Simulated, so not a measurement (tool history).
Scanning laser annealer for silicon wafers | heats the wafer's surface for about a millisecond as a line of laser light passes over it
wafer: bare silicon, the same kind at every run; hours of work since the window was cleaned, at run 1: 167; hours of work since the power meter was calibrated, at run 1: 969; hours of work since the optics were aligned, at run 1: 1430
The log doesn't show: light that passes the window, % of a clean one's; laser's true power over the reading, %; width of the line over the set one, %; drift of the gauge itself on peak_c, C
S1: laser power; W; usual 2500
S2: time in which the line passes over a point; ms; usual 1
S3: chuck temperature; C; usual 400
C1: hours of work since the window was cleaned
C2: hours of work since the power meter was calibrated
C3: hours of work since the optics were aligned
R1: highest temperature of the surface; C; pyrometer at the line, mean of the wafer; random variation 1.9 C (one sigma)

run   hour    S1    S2   S3   C1    C2    C3    R1
  1      0  2500     1  400  167   969  1430  1240
      37.1  -- optics aligned, line set to its width
  2   59.2  2500     1  400  189   991     9  1239
  3  135.4  2500     1  400  221  1023    40  1239
  4  205.4  2500     1  400  249  1051    69  1235
  5  271.5  2500     1  400  276  1078    96  1236
  6  357.2  2500  0.85  400  311  1114   131  1178
  7  435.8  2500  0.85  400  344  1146   163  1182
  8  493.1  2500  0.85  400  367  1169   187  1177
  9    538  2500  0.98  394  386  1188   205  1224
       585  -- window over the wafer cleaned
 10    585  2500  0.98  394    0  1206   224  1226
 11  636.2  2189  0.72  424   21  1227   245  1036
 12  726.6  2189  0.72  424   58  1264   282  1034
 13  792.5  2500  1.02  361   85  1291   309  1208
 14    886  2500  1.02  361  123  1330   347  1204
 15  934.9  2247  0.81  400  143  1350   367  1064

3 ways to go on from here, each from the tool as it stands after run 15. What would each give?
  A  1006.5  2725     1  376  173  1379  397   ?
  B  1006.5  2500  1.23  421  173  1379  397   ?
  C  1006.5  2467  0.99  418  173  1379  397   ?

run    R1
  A  1311
  B  1336
  C  1238
Without the tool's hidden state the same runs would have given:
run    R1
  A  1311
  B  1336
  C  1238
